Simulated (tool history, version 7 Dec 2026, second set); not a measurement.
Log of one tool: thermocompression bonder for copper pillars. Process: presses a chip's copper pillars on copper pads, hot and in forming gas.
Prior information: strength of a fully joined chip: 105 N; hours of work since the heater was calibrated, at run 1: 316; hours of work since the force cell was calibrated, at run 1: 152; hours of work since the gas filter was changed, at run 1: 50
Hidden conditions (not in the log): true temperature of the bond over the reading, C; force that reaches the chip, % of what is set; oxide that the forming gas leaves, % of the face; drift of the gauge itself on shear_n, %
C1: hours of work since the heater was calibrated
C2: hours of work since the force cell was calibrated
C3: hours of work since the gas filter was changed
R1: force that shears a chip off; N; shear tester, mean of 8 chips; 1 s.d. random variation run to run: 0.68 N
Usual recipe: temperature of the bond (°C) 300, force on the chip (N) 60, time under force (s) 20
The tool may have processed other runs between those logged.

Run 1, hour 0: usual settings; C1 316; C2 152; C3 50. Result: R1 40.7 N.
Run 2, hour 28.5: usual settings; C1 328; C2 165; C3 62. Result: R1 43.6 N.
Run 3, hour 49: usual settings; C1 337; C2 173; C3 71. Result: R1 42.6 N.
Run 4, hour 76.6: usual settings; C1 349; C2 185; C3 83. Result: R1 41.6 N.
At hour 80.4: heater calibrated with a thermocouple chip.
Run 5, hour 112.5: usual settings but temperature of the bond (°C) 276; C1 14; C2 200; C3 97. Result: R1 28.6 N.
At hour 135.7: forming gas filter changed.
Run 6, hour 136.5: usual settings but temperature of the bond (°C) 276; C1 24; C2 210; C3 0. Result: R1 31.3 N.
Run 7, hour 156.5: usual settings but temperature of the bond (°C) 313, time under force (s) 17; C1 33; C2 219; C3 9. Result: R1 46.1 N.
Run 8, hour 192.4: usual settings but temperature of the bond (°C) 313, time under force (s) 17; C1 48; C2 234; C3 24. Result: R1 46.5 N.
Run 9, hour 214.5: usual settings but temperature of the bond (°C) 305, force on the chip (N) 80, time under force (s) 59; C1 58; C2 244; C3 34. Result: R1 69.7 N.
Run 10, hour 236.5: usual settings but temperature of the bond (°C) 305, force on the chip (N) 80, time under force (s) 42; C1 67; C2 253; C3 43. Result: R1 61.6 N.
Run 11, hour 253.3: usual settings but temperature of the bond (°C) 271, force on the chip (N) 62, time under force (s) 30; C1 74; C2 260; C3 51. Result: R1 34.1 N.
Run 12, hour 268.6: usual settings but temperature of the bond (°C) 271, force on the chip (N) 62, time under force (s) 30; C1 81; C2 267; C3 57. Result: R1 33.1 N.

4 ways to go on from here, each from the tool as it stands after run 12. What would each give?
At hour 284: heater calibrated with a thermocouple chip, once more.
Run A, hour 304.9: usual settings but force on the chip (N) 77, time under force (s) 30; C1 9; C2 282; C3 72. Result: R1 ?.
At hour 284: heater calibrated with a thermocouple chip, once more.
Run B, hour 304.9: usual settings but temperature of the bond (°C) 271, force on the chip (N) 62, time under force (s) 23; C1 9; C2 282; C3 72. Result: R1 ?.
At hour 284: heater calibrated with a thermocouple chip, once more.
Run C, hour 304.9: usual settings but temperature of the bond (°C) 295, force on the chip (N) 62, time under force (s) 18; C1 9; C2 282; C3 72. Result: R1 ?.
At hour 284: heater calibrated with a thermocouple chip, once more.
Run D, hour 304.9: usual settings but temperature of the bond (°C) 317, force on the chip (N) 41, time under force (s) 21; C1 9; C2 282; C3 72. Result: R1 ?.

run    R1
  A  56.5
  B  32.5
  C  39.5
  D  45.1
Had the tool no hidden state, the same runs would have come out as:
run    R1
  A  60.3
  B  34.6
  C  42.1
  D  48.1

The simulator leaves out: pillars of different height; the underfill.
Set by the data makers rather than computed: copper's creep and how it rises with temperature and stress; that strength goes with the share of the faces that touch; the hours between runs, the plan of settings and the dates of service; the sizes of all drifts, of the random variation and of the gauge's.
